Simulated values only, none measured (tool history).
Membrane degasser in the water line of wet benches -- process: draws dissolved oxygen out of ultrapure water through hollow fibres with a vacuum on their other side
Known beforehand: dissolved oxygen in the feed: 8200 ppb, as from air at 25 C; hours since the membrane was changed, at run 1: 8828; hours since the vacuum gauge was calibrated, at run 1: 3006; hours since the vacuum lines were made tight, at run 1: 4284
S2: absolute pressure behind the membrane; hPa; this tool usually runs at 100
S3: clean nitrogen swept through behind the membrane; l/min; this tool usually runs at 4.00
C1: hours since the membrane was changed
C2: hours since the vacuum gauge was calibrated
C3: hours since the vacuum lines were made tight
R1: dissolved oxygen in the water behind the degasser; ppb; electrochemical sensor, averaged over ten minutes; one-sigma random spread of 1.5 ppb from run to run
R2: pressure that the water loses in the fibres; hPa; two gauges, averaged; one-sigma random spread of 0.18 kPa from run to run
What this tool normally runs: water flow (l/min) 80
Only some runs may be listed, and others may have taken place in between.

{"run": 1, "hour": 0.0, "water flow (l/min)": 80, "S2": 100, "S3": 4.0, "C1": 8828, "C2": 3006, "C3": 4284, "R1": 303.4, "R2": 348.6}
{"run": 2, "hour": 239.2, "water flow (l/min)": 80, "S2": 100, "S3": 4.0, "C1": 9067, "C2": 3245, "C3": 4523, "R1": 307.0, "R2": 343.0}
{"run": 3, "hour": 520.6, "water flow (l/min)": 80, "S2": 124, "S3": 4.0, "C1": 9348, "C2": 3526, "C3": 4804, "R1": 403.4, "R2": 347.2}
{"run": 4, "hour": 790.4, "water flow (l/min)": 80, "S2": 100, "S3": 4.0, "C1": 9618, "C2": 3796, "C3": 5074, "R1": 310.2, "R2": 352.3}
{"run": 5, "hour": 1108.0, "water flow (l/min)": 80, "S2": 100, "S3": 4.0, "C1": 9936, "C2": 4114, "C3": 5392, "R1": 308.1, "R2": 348.9}
{"hour": 1304.7, "done": "vacuum gauge calibrated"}
{"run": 6, "hour": 1376.7, "water flow (l/min)": 80, "S2": 100, "S3": 4.0, "C1": 10204, "C2": 72, "C3": 5660, "R1": 301.4, "R2": 351.3}
{"run": 7, "hour": 1661.5, "water flow (l/min)": 80, "S2": 100, "S3": 5.73, "C1": 10488, "C2": 357, "C3": 5945, "R1": 221.3, "R2": 348.9}
{"run": 8, "hour": 1807.8, "water flow (l/min)": 80, "S2": 100, "S3": 5.73, "C1": 10635, "C2": 503, "C3": 6091, "R1": 221.8, "R2": 351.2}
{"run": 9, "hour": 1952.1, "water flow (l/min)": 80, "S2": 198, "S3": 4.0, "C1": 10779, "C2": 647, "C3": 6235, "R1": 696.7, "R2": 352.5}
{"run": 10, "hour": 2092.0, "water flow (l/min)": 80, "S2": 100, "S3": 4.0, "C1": 10919, "C2": 787, "C3": 6375, "R1": 302.6, "R2": 352.8}
{"run": 11, "hour": 2349.6, "water flow (l/min)": 80, "S2": 100, "S3": 4.0, "C1": 11177, "C2": 1045, "C3": 6633, "R1": 303.8, "R2": 351.8}
{"run": 12, "hour": 2516.8, "water flow (l/min)": 80, "S2": 102, "S3": 4.0, "C1": 11344, "C2": 1212, "C3": 6800, "R1": 311.0, "R2": 352.7}
{"run": 13, "hour": 2733.8, "water flow (l/min)": 80, "S2": 102, "S3": 4.0, "C1": 11561, "C2": 1429, "C3": 7017, "R1": 309.7, "R2": 355.2}
{"run": 14, "hour": 2962.6, "water flow (l/min)": 80, "S2": 102, "S3": 4.0, "C1": 11790, "C2": 1658, "C3": 7246, "R1": 312.1, "R2": 350.5}
{"run": 15, "hour": 3141.4, "water flow (l/min)": 80, "S2": 90, "S3": 4.0, "C1": 11968, "C2": 1837, "C3": 7425, "R1": 263.4, "R2": 347.8}
{"run": 16, "hour": 3277.3, "water flow (l/min)": 80, "S2": 90, "S3": 4.0, "C1": 12104, "C2": 1973, "C3": 7561, "R1": 260.7, "R2": 351.7}
{"run": 17, "hour": 3570.0, "water flow (l/min)": 92, "S2": 95, "S3": 1.88, "C1": 12397, "C2": 2265, "C3": 7853, "R1": 578.7, "R2": 407.4}
{"run": 18, "hour": 3720.1, "water flow (l/min)": 76, "S2": 79, "S3": 8.27, "C1": 12547, "C2": 2415, "C3": 8003, "R1": 109.3, "R2": 335.9}
{"run": 19, "hour": 4028.4, "water flow (l/min)": 117, "S2": 133, "S3": 10.73, "C1": 12855, "C2": 2724, "C3": 8312, "R1": 287.4, "R2": 520.7}
{"run": 20, "hour": 4322.6, "water flow (l/min)": 117, "S2": 99, "S3": 3.95, "C1": 13150, "C2": 3018, "C3": 8606, "R1": 438.5, "R2": 520.2}
{"hour": 4365.6, "done": "seals of the vacuum lines changed"}
{"run": 21, "hour": 4634.9, "water flow (l/min)": 52, "S2": 103, "S3": 6.34, "C1": 13460, "C2": 3328, "C3": 269, "R1": 140.8, "R2": 234.3}
{"run": 22, "hour": 4817.9, "water flow (l/min)": 62, "S2": 157, "S3": 2.71, "C1": 13643, "C2": 3511, "C3": 452, "R1": 597.5, "R2": 277.2}
{"run": 23, "hour": 5072.7, "water flow (l/min)": 62, "S2": 128, "S3": 2.8, "C1": 13898, "C2": 3766, "C3": 707, "R1": 454.2, "R2": 277.3}
{"run": 24, "hour": 5243.0, "water flow (l/min)": 122, "S2": 189, "S3": 4.0, "C1": 14068, "C2": 3936, "C3": 877, "R1": 949.0, "R2": 542.6}
{"run": 25, "hour": 5485.7, "water flow (l/min)": 113, "S2": 227, "S3": 2.79, "C1": 14311, "C2": 4179, "C3": 1120, "R1": 1391.7, "R2": 507.6}
{"hour": 5594.7, "done": "vacuum gauge calibrated"}
{"run": 26, "hour": 5755.3, "water flow (l/min)": 85, "S2": 100, "S3": 4.0, "C1": 14580, "C2": 161, "C3": 1389, "R1": 323.1, "R2": 380.2}
{"run": 27, "hour": 5972.9, "water flow (l/min)": 85, "S2": 100, "S3": 4.0, "C1": 14797, "C2": 378, "C3": 1607, "R1": 318.7, "R2": 381.4}
{"run": 28, "hour": 6175.1, "water flow (l/min)": 80, "S2": 100, "S3": 2.51, "C1": 15000, "C2": 580, "C3": 1809, "R1": 439.4, "R2": 361.0}
{"run": 29, "hour": 6450.4, "water flow (l/min)": 80, "S2": 100, "S3": 2.51, "C1": 15275, "C2": 856, "C3": 2084, "R1": 443.2, "R2": 358.1}
{"run": 30, "hour": 6729.5, "water flow (l/min)": 72, "S2": 67, "S3": 7.98, "C1": 15554, "C2": 1135, "C3": 2363, "R1": 80.9, "R2": 322.4}
{"run": 31, "hour": 6920.3, "water flow (l/min)": 99, "S2": 121, "S3": 3.65, "C1": 15745, "C2": 1326, "C3": 2554, "R1": 509.4, "R2": 442.1}

How would selected steps in R1 from run to run divide? Give the signed amount a tool lacking its hidden state would still show from settings, what came in and random variation, and the signed amount left for the hidden state, including any gauge scatter that is not in both of the compared results.
The tool's hidden condition here consists of: membrane still open, %; true pressure behind the membrane over the reading, kPa; air that leaks in behind the membrane, l/min; drift of the gauge itself on oxygen_ppb, %; drift of the gauge itself on loss_of_pressure_kpa, %.
Run 8 -> 9: S2 100 -> 198, S3 5.73 -> 4.00. R1 +474.9 ppb: hidden state +1.3, all else +473.6.
Run 20 -> 21: water flow (l/min) 117 -> 52, S2 99 -> 103, S3 3.95 -> 6.34, seals of the vacuum lines changed. R1 -297.7 ppb: hidden state -14.7, all else -283.0.
Run 23 -> 24: water flow (l/min) 62 -> 122, S2 128 -> 189, S3 2.80 -> 4.00. R1 +494.8 ppb: hidden state +11.4, all else +483.4.
Run 25 -> 26: water flow (l/min) 113 -> 85, S2 227 -> 100, S3 2.79 -> 4.00, vacuum gauge calibrated. R1 -1068.6 ppb: hidden state -13.7, all else -1054.9.

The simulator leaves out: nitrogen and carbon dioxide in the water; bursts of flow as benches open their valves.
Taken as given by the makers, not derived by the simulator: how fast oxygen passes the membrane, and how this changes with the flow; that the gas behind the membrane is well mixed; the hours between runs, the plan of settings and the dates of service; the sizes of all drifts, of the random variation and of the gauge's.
